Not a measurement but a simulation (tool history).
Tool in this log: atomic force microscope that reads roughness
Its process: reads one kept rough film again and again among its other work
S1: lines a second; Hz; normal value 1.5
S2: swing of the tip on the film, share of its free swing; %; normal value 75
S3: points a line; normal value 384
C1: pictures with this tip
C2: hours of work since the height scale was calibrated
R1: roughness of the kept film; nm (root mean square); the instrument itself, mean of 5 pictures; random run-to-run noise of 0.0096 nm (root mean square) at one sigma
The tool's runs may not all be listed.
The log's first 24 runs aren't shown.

Run 25, day 23.883: usual settings; C1 250; C2 577. Result: R1 3.359 nm (root mean square).
Run 26, day 24.954: usual settings; C1 306; C2 596. Result: R1 3.365 nm (root mean square).
At day 25.296: new tip fitted.
Run 27, day 25.942: usual settings; C1 34; C2 613. Result: R1 3.479 nm (root mean square).
Run 28, day 26.567: usual settings but S2 62 %; C1 67; C2 624. Result: R1 3.692 nm (root mean square).
Run 29, day 27.821: usual settings but S1 2.81 Hz, S2 83 %, S3 624; C1 133; C2 647. Result: R1 2.86 nm (root mean square).
Run 30, day 29.233: usual settings but S1 0.92 Hz, S2 67 %, S3 445; C1 207; C2 671. Result: R1 3.66 nm (root mean square).
Run 31, day 30.029: usual settings but S2 67 %; C1 249; C2 686. Result: R1 3.549 nm (root mean square).
Run 32, day 31.317: usual settings but S1 0.69 Hz, S2 84 %, S3 1012; C1 316; C2 708. Result: R1 3.467 nm (root mean square).
At day 31.504: new tip fitted.
Run 33, day 32.692: usual settings but S1 1.33 Hz, S3 463; C1 63; C2 732. Result: R1 3.518 nm (root mean square).
Run 34, day 33.65: usual settings but S1 1.39 Hz, S3 441; C1 113; C2 749. Result: R1 3.49 nm (root mean square).
Run 35, day 34.504: usual settings but S2 87 %, S3 502; C1 158; C2 764. Result: R1 3.138 nm (root mean square).
Run 36, day 35.238: usual settings but S1 0.69 Hz, S3 923; C1 196; C2 777. Result: R1 3.652 nm (root mean square).
Run 37, day 36.508: usual settings but S1 3.88 Hz, S2 60 %, S3 348; C1 263; C2 800. Result: R1 3.357 nm (root mean square).
At day 37.654: new tip fitted.
Run 38, day 37.738: usual settings but S1 3.88 Hz, S2 60 %, S3 348; C1 5; C2 821. Result: R1 3.489 nm (root mean square).
Run 39, day 39.008: usual settings but S2 58 %, S3 314; C1 71; C2 844. Result: R1 3.737 nm (root mean square).
Run 40, day 40.146: usual settings but S2 58 %, S3 314; C1 131; C2 864. Result: R1 3.716 nm (root mean square).
Run 41, day 41.454: usual settings but S1 0.52 Hz, S2 58 %, S3 304; C1 200; C2 887. Result: R1 3.793 nm (root mean square).

For run 42, what comes out?
Run 42, day 42.458: usual settings but S1 0.52 Hz, S2 73 %, S3 284; C1 252; C2 905. Result: R1 ?.

For run 42 the tool returned R1 3.696 nm (root mean square).
On a tool with no hidden condition, and with the same random variation, this run would have come out at R1 3.782 nm (root mean square).
